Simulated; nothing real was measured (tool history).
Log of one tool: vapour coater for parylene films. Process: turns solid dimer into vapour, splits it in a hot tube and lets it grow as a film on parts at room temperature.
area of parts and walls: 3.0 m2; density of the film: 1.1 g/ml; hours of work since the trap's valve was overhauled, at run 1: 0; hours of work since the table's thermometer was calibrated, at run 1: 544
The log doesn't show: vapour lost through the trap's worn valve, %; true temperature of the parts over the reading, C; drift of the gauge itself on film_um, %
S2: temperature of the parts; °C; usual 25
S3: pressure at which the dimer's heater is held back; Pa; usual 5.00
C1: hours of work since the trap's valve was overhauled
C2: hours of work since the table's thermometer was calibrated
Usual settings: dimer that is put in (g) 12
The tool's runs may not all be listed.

run 1 hour=0.0 | dimer_that_is_put_in_(g)=12 S2=25 S3=5.00 | C1=0 C2=544 | thickness_of_the_film_(um)=2.712
run 2 hour=29.3 | dimer_that_is_put_in_(g)=12 S2=25 S3=5.00 | C1=21 C2=565 | thickness_of_the_film_(um)=2.734
run 3 hour=63.8 | dimer_that_is_put_in_(g)=12 S2=25 S3=5.00 | C1=45 C2=589 | thickness_of_the_film_(um)=2.715
run 4 hour=115.4 | dimer_that_is_put_in_(g)=12 S2=25 S3=5.00 | C1=81 C2=625 | thickness_of_the_film_(um)=2.716
run 5 hour=165.5 | dimer_that_is_put_in_(g)=12 S2=18 S3=5.00 | C1=116 C2=660 | thickness_of_the_film_(um)=3.037
run 6 hour=216.0 | dimer_that_is_put_in_(g)=12 S2=18 S3=5.00 | C1=151 C2=696 | thickness_of_the_film_(um)=3.027
run 7 hour=246.7 | dimer_that_is_put_in_(g)=12 S2=18 S3=3.69 | C1=173 C2=717 | thickness_of_the_film_(um)=3.222
run 8 hour=292.7 | dimer_that_is_put_in_(g)=12 S2=25 S3=5.00 | C1=205 C2=749 | thickness_of_the_film_(um)=2.715
run 9 hour=317.9 | dimer_that_is_put_in_(g)=12 S2=25 S3=5.00 | C1=223 C2=767 | thickness_of_the_film_(um)=2.724
run 10 hour=339.4 | dimer_that_is_put_in_(g)=12 S2=25 S3=5.00 | C1=238 C2=782 | thickness_of_the_film_(um)=2.711
run 11 hour=364.0 | dimer_that_is_put_in_(g)=22 S2=25 S3=2.14 | C1=255 C2=799 | thickness_of_the_film_(um)=5.884
run 12 hour=408.8 | dimer_that_is_put_in_(g)=15 S2=25 S3=11.95 | C1=287 C2=831 | thickness_of_the_film_(um)=2.854
-- hour=423.9 table's thermometer calibrated
run 13 hour=443.1 | dimer_that_is_put_in_(g)=15 S2=25 S3=11.95 | C1=310 C2=13 | thickness_of_the_film_(um)=2.839
run 14 hour=490.7 | dimer_that_is_put_in_(g)=12 S2=36 S3=5.00 | C1=343 C2=47 | thickness_of_the_film_(um)=2.294
run 15 hour=538.1 | dimer_that_is_put_in_(g)=8 S2=36 S3=5.00 | C1=377 C2=80 | thickness_of_the_film_(um)=1.525
run 16 hour=575.0 | dimer_that_is_put_in_(g)=16 S2=36 S3=3.07 | C1=402 C2=106 | thickness_of_the_film_(um)=3.365
-- hour=631.4 trap's valve overhauled
run 17 hour=631.4 | dimer_that_is_put_in_(g)=12 S2=26 S3=5.00 | C1=0 C2=143 | thickness_of_the_film_(um)=2.677
run 18 hour=661.2 | dimer_that_is_put_in_(g)=12 S2=26 S3=5.00 | C1=21 C2=164 | thickness_of_the_film_(um)=2.674
run 19 hour=705.2 | dimer_that_is_put_in_(g)=18 S2=20 S3=2.67 | C1=52 C2=194 | thickness_of_the_film_(um)=4.995
run 20 hour=727.5 | dimer_that_is_put_in_(g)=15 S2=20 S3=2.67 | C1=67 C2=210 | thickness_of_the_film_(um)=4.164

Hidden state or all else? Some run-to-run changes of thickness of the film (um), split into what the settings, what came in and random variation would give without the hidden state, and what is left for the hidden state (with any gauge scatter that isn't in both results):
Run 10 -> 11: dimer that is put in (g) 12 -> 22, S3 5.00 -> 2.14. thickness of the film (um) +3.173: hidden state -0.003, all else +3.176.
Run 11 -> 12: dimer that is put in (g) 22 -> 15, S3 2.14 -> 11.95. thickness of the film (um) -3.030: hidden state +0.003, all else -3.033.
Run 15 -> 16: dimer that is put in (g) 8 -> 16, S3 5.00 -> 3.07. thickness of the film (um) +1.840: hidden state -0.004, all else +1.844.
Run 16 -> 17: dimer that is put in (g) 16 -> 12, S2 36 -> 26, S3 3.07 -> 5.00, trap's valve overhauled. thickness of the film (um) -0.688: hidden state +0.008, all else -0.696.
